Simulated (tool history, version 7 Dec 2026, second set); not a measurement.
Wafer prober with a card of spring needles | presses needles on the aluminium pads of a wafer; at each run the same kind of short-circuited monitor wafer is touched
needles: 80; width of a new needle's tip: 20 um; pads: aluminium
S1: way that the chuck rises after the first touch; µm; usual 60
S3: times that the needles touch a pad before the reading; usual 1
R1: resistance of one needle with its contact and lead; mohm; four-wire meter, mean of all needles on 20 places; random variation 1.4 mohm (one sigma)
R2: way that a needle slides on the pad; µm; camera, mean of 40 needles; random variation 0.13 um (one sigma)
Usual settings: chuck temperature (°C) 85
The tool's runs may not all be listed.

run 1 hour=0 | S1=60 chuck_temperature_(°C)=85 S3=1 | R1=131 R2=12.64
run 2 hour=7.2 | S1=60 chuck_temperature_(°C)=85 S3=1 | R1=150 R2=13.33
run 3 hour=18 | S1=60 chuck_temperature_(°C)=85 S3=1 | R1=167 R2=13.49
run 4 hour=28.8 | S1=41 chuck_temperature_(°C)=85 S3=1 | R1=185 R2=9.13
run 5 hour=37.1 | S1=40 chuck_temperature_(°C)=85 S3=1 | R1=181 R2=9.04
run 6 hour=43 | S1=40 chuck_temperature_(°C)=85 S3=1 | R1=157 R2=8.81
run 7 hour=51.8 | S1=60 chuck_temperature_(°C)=85 S3=2 | R1=126 R2=13.12
run 8 hour=60.3 | S1=40 chuck_temperature_(°C)=85 S3=1 | R1=148 R2=9.08
run 9 hour=68.8 | S1=40 chuck_temperature_(°C)=85 S3=1 | R1=136 R2=8.94
run 10 hour=75.9 | S1=40 chuck_temperature_(°C)=112 S3=3 | R1=152 R2=8.81
run 11 hour=82.9 | S1=40 chuck_temperature_(°C)=38 S3=1 | R1=161 R2=8.71
run 12 hour=93.3 | S1=40 chuck_temperature_(°C)=38 S3=1 | R1=164 R2=8.8
run 13 hour=98.3 | S1=48 chuck_temperature_(°C)=107 S3=3 | R1=148 R2=10.75

Not shown: 10 entries that the log had between the listed runs. Between which runs, and how does the tool's hidden state differ before and after?
Between runs 1 and 2: height of the first contact set anew (hour 5.7)
  debris on the tips, nm: 12.9 -> 43.1; way that the needles fall short of the set height, um: 3.4 -> 0
  measured less the result without the state, R1: +9 -> +25 mohm; R2: -0.76 -> +0 µm
Between runs 2 and 3: tips cleaned on abrasive film (hour 9)
  debris on the tips, nm: 43.1 -> 71.9; tips' diameter, um: 21.19 -> 22
  measured less the result without the state, R1: +25 -> +45 mohm; R2: +0 -> +0 µm
Between runs 3 and 4: tips cleaned on abrasive film (hour 19.6)
  debris on the tips, nm: 71.9 -> 45.3; way that the needles fall short of the set height, um: 0 -> 0.09; tips' diameter, um: 22 -> 22.03
  measured less the result without the state, R1: +45 -> +57 mohm; R2: +0 -> -0.03 µm
Between runs 4 and 5: tips cleaned on abrasive film (hour 29.8)
  debris on the tips, nm: 45.3 -> 40.3; way that the needles fall short of the set height, um: 0.09 -> 0.17; tips' diameter, um: 22.03 -> 22.06
  measured less the result without the state, R1: +57 -> +54 mohm; R2: -0.03 -> -0.04 µm
Between runs 5 and 6: tips cleaned on abrasive film (hour 40.1)
  debris on the tips, nm: 40.3 -> 22.2; way that the needles fall short of the set height, um: 0.17 -> 0.28; tips' diameter, um: 22.06 -> 22.1
  measured less the result without the state, R1: +54 -> +30 mohm; R2: -0.04 -> -0.06 µm
Between runs 6 and 7: tips cleaned on abrasive film, once more (hour 48.7)
  debris on the tips, nm: 22.2 -> 20.7; way that the needles fall short of the set height, um: 0.28 -> 0.37; tips' diameter, um: 22.1 -> 22.13
  measured less the result without the state, R1: +30 -> +9 mohm; R2: -0.06 -> -0.08 µm
Between runs 7 and 8: tips cleaned on abrasive film (hour 58.8)
  debris on the tips, nm: 20.7 -> 14.5; way that the needles fall short of the set height, um: 0.37 -> 0.44; tips' diameter, um: 22.13 -> 22.15
  measured less the result without the state, R1: +9 -> +20 mohm; R2: -0.08 -> -0.1 µm
Between runs 8 and 9: tips cleaned on abrasive film (hour 68.8)
  debris on the tips, nm: 14.5 -> 4.2; way that the needles fall short of the set height, um: 0.44 -> 0.53; tips' diameter, um: 22.15 -> 22.18
  measured less the result without the state, R1: +20 -> +8 mohm; R2: -0.1 -> -0.12 µm
Between runs 10 and 11: tips cleaned on abrasive film (hour 78.7)
  debris on the tips, nm: 39.7 -> 26.5; way that the needles fall short of the set height, um: 0.53 -> 0.63; tips' diameter, um: 22.18 -> 22.22
  measured less the result without the state, R1: +20 -> +40 mohm; R2: -0.12 -> -0.14 µm
Between runs 11 and 12: tips cleaned on abrasive film (hour 88.9)
  debris on the tips, nm: 26.5 -> 27.8; way that the needles fall short of the set height, um: 0.63 -> 0.69; tips' diameter, um: 22.22 -> 22.24
  measured less the result without the state, R1: +40 -> +42 mohm; R2: -0.14 -> -0.15 µm
